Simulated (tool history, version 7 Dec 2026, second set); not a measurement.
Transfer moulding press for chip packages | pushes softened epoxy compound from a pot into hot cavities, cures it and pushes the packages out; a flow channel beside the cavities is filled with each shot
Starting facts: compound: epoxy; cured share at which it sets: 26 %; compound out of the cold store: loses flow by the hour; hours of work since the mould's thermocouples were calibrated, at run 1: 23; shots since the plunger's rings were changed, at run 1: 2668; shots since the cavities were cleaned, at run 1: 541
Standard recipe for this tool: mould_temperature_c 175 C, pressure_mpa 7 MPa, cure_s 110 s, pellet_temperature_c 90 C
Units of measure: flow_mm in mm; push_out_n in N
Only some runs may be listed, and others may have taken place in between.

run     day  mould_temperature_c  pressure_mpa  cure_s  pellet_temperature_c  hours of work since the mould's thermocouples were calibrated  shots since the plunger's rings were changed  shots since the cavities were cleaned  incoming compound's hours out of the cold store  flow_mm  push_out_n
  1       0                  175             7     110                    90                                                             23                                          2668                                    541                                             13.2      564         694
      0.296  -- cavities cleaned with cleaning compound and waxed
      2.333  -- cavities cleaned with cleaning compound and waxed
      2.638  -- plunger's sealing rings changed
  2   3.175                  175             7     110                    89                                                             75                                           161                                    221                                             24.9      537         595
      4.662  -- cavities cleaned with cleaning compound and waxed
  3   6.071                  175             7     110                    89                                                            125                                          1010                                    422                                             44.3      462         626
      6.788  -- cavities cleaned with cleaning compound and waxed
      9.021  -- cavities cleaned with cleaning compound and waxed
  4   9.746                  175             7     138                    90                                                            187                                          2076                                    218                                             35.4      483         506
     11.004  -- cavities cleaned with cleaning compound and waxed
     13.121  -- cavities cleaned with cleaning compound and waxed
  5  13.121                  175             7     138                    90                                                            244                                          3051                                      0                                             11.2      560         403
     14.346  -- plunger's sealing rings changed
     14.696  -- cavities cleaned with cleaning compound and waxed, once more
  6  15.346                  175          6.82     110                    90                                                            280                                           281                                    195                                             13.5      573         561
     16.679  -- cavities cleaned with cleaning compound and waxed
     18.817  -- cavities cleaned with cleaning compound and waxed
  7  19.338                  175          6.82     110                    90                                                            348                                          1440                                    155                                             25.9      511         526
     20.788  -- cavities cleaned with cleaning compound and waxed
       22.9  -- cavities cleaned with cleaning compound and waxed
  8  23.212                  175             7     110                    90                                                            414                                          2566                                     95                                             26.8      512         539
     25.133  -- cavities cleaned with cleaning compound and waxed
  9    25.7                  175             7     110                    95                                                            457                                          3292                                    170                                             35.1      479         542
     26.138  -- plunger's sealing rings changed
     27.225  -- cavities cleaned with cleaning compound and waxed
 10  28.125                  175             7     110                   100                                                            496                                           578                                    270                                             28.8      520         545
      29.45  -- cavities cleaned with cleaning compound and waxed
 11  31.112                  175             7     110                   100                                                            548                                          1456                                    500                                             30.6      501         648
     31.525  -- cavities cleaned with cleaning compound and waxed
 12  32.829                  175             7     110                   100                                                            577                                          1952                                    392                                             31.1      499         626
     33.488  -- cavities cleaned with cleaning compound and waxed
     35.583  -- cavities cleaned with cleaning compound and waxed
 13  36.379                  175             7     110                   100                                                            637                                          2978                                    238                                             46.6      439         525
       37.9  -- plunger's sealing rings changed
     37.962  -- cavities cleaned with cleaning compound and waxed
     38.917  -- mould's thermocouples calibrated
     40.079  -- cavities cleaned with cleaning compound and waxed
 14  40.167                  175             7     110                   100                                                             21                                           617                                     27                                             13.6      574         502
 15  41.854                  175          5.84     110                    90                                                             50                                          1123                                    533                                             43.2      426         620
       42.1  -- cavities cleaned with cleaning compound and waxed
     44.175  -- cavities cleaned with cleaning compound and waxed
 16  45.254                  175          5.84     110                    90                                                            108                                          2105                                    323                                             29.5      456         621
     46.221  -- cavities cleaned with cleaning compound and waxed
     48.304  -- cavities cleaned with cleaning compound and waxed
 17  48.904                  182          6.19      95                    90                                                            170                                          3162                                    180                                             28.6      458         493
     49.762  -- plunger's sealing rings changed
     50.458  -- cavities cleaned with cleaning compound and waxed
      52.65  -- cavities cleaned with cleaning compound and waxed
 18  52.717                  175             7     126                    88                                                            233                                           848                                     20                                             40.1      480         442
 19  54.358                  175             7     126                    88                                                            262                                          1341                                    513                                             12.4      571         605
     54.642  -- cavities cleaned with cleaning compound and waxed
     56.738  -- cavities cleaned with cleaning compound and waxed
 20  58.346                  172          6.66     125                    83                                                            329                                          2498                                    481                                             24.3      510         632
     58.879  -- cavities cleaned with cleaning compound and waxed
     60.917  -- cavities cleaned with cleaning compound and waxed
     61.596  -- plunger's sealing rings changed
 21  62.125                  172          6.66     125                    83                                                            392                                           159                                    332                                             40.6      475         575
     63.154  -- cavities cleaned with cleaning compound and waxed
 22  63.833                  172          6.66     125                    83                                                            420                                           652                                    203                                             23.2      523         553
     65.154  -- cavities cleaned with cleaning compound and waxed
 23  65.875                  178          5.43     109                    83                                                            455                                          1246                                    217                                               25      459         523
     67.129  -- cavities cleaned with cleaning compound and waxed
     69.112  -- cavities cleaned with cleaning compound and waxed
 24  69.892                  183          7.82     103                    92                                                            524                                          2414                                    235                                             31.2      508         507

Alternative continuations, all from the tool just after run 24; predict every row:
     71.317  -- cavities cleaned with cleaning compound and waxed
  A  71.729                  177             7     110                    90                                                            555                                          2946                                    124                                             12.3        ?           ?
     71.317  -- cavities cleaned with cleaning compound and waxed
  B  71.729                  183          7.71     127                    81                                                            555                                          2946                                    124                                             31.2        ?           ?
     71.317  -- cavities cleaned with cleaning compound and waxed
  C  71.729                  175          5.74     110                    81                                                            555                                          2946                                    124                                             23.6        ?           ?
     71.317  -- cavities cleaned with cleaning compound and waxed
  D  71.729                  175             7     119                    90                                                            555                                          2946                                    124                                              9.8        ?           ?
     71.317  -- cavities cleaned with cleaning compound and waxed
  E  71.729                  175             7     109                    80                                                            555                                          2946                                    124                                             40.9        ?           ?

run  flow_mm  push_out_n
  A      546         489
  B      499         450
  C      467         509
  D      562         484
  E      461         498
The same runs, with their run-to-run variation unchanged, on a tool lacking any hidden condition would have given:
run  flow_mm  push_out_n
  A      573         460
  B      523         403
  C      489         487
  D      589         455
  E      483         473
